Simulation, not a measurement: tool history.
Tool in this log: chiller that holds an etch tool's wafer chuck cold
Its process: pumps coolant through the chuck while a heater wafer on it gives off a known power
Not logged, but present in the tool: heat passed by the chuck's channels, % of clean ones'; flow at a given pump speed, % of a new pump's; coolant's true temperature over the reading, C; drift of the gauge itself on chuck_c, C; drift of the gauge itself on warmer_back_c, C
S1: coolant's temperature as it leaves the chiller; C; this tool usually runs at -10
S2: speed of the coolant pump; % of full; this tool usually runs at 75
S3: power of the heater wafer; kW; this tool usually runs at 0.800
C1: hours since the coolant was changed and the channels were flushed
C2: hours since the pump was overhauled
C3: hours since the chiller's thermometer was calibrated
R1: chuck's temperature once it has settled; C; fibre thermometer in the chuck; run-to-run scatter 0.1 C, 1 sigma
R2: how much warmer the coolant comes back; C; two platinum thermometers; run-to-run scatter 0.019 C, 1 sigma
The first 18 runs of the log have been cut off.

| run | day | S1 | S2 | S3 | C1 | C2 | C3 | R1 | R2 |
|---|---|---|---|---|---|---|---|---|---|
| 19 | 46.354 | -11 | 61 | 0.431 | 6374 | 2952 | 4321 | -6.8 | 1.38 |
|  | 48.588 | chiller's thermometer calibrated |
| 20 | 48.733 | -10 | 75 | 0.546 | 6430 | 3008 | 3 | -6.0 | 1.48 |
| 21 | 50.900 | -5 | 89 | 0.833 | 6482 | 3060 | 55 | 0.4 | 1.88 |
| 22 | 54.400 | -19 | 90 | 0.599 | 6566 | 3144 | 139 | -15.3 | 1.32 |
| 23 | 56.267 | -6 | 75 | 0.800 | 6611 | 3189 | 184 | -0.1 | 2.14 |
| 24 | 58.304 | -6 | 75 | 0.800 | 6660 | 3237 | 233 | 0.0 | 2.16 |
|  | 60.558 | coolant changed, channels flushed |
| 25 | 61.562 | -10 | 100 | 0.477 | 24 | 3310 | 305 | -7.6 | 0.97 |
| 26 | 64.875 | -1 | 75 | 0.800 | 104 | 3389 | 385 | 4.4 | 2.15 |
| 27 | 67.908 | -9 | 62 | 0.800 | 176 | 3462 | 458 | -2.6 | 2.56 |
| 28 | 71.304 | -9 | 62 | 0.800 | 258 | 3543 | 539 | -2.7 | 2.59 |
| 29 | 73.967 | -18 | 62 | 1.089 | 322 | 3607 | 603 | -9.4 | 3.54 |
| 30 | 76.742 | -10 | 75 | 1.031 | 388 | 3674 | 670 | -3.1 | 2.78 |
| 31 | 79.425 | -18 | 75 | 0.446 | 453 | 3738 | 734 | -14.9 | 1.16 |

Consider 5 possible next runs. They are alternatives, not a sequence: every one starts from the tool as it was left by run 31. What does each give?
| A | 81.333 | -1 | 71 | 0.446 | 499 | 3784 | 780 | ? | ? |
| B | 81.333 | -20 | 75 | 0.545 | 499 | 3784 | 780 | ? | ? |
| C | 81.333 | -10 | 63 | 0.454 | 499 | 3784 | 780 | ? | ? |
| D | 81.333 | -17 | 60 | 0.800 | 499 | 3784 | 780 | ? | ? |
| E | 81.333 | -18 | 68 | 0.446 | 499 | 3784 | 780 | ? | ? |

| run | R1 | R2 |
|---|---|---|
| A | 2.3 | 1.31 |
| B | -16.3 | 1.48 |
| C | -6.3 | 1.45 |
| D | -10.4 | 2.68 |
| E | -14.7 | 1.35 |
The same runs, with their run-to-run variation unchanged, on a tool lacking any hidden condition would have given:
| run | R1 | R2 |
|---|---|---|
| A | 2.0 | 1.25 |
| B | -16.6 | 1.41 |
| C | -6.6 | 1.39 |
| D | -10.8 | 2.56 |
| E | -14.9 | 1.29 |
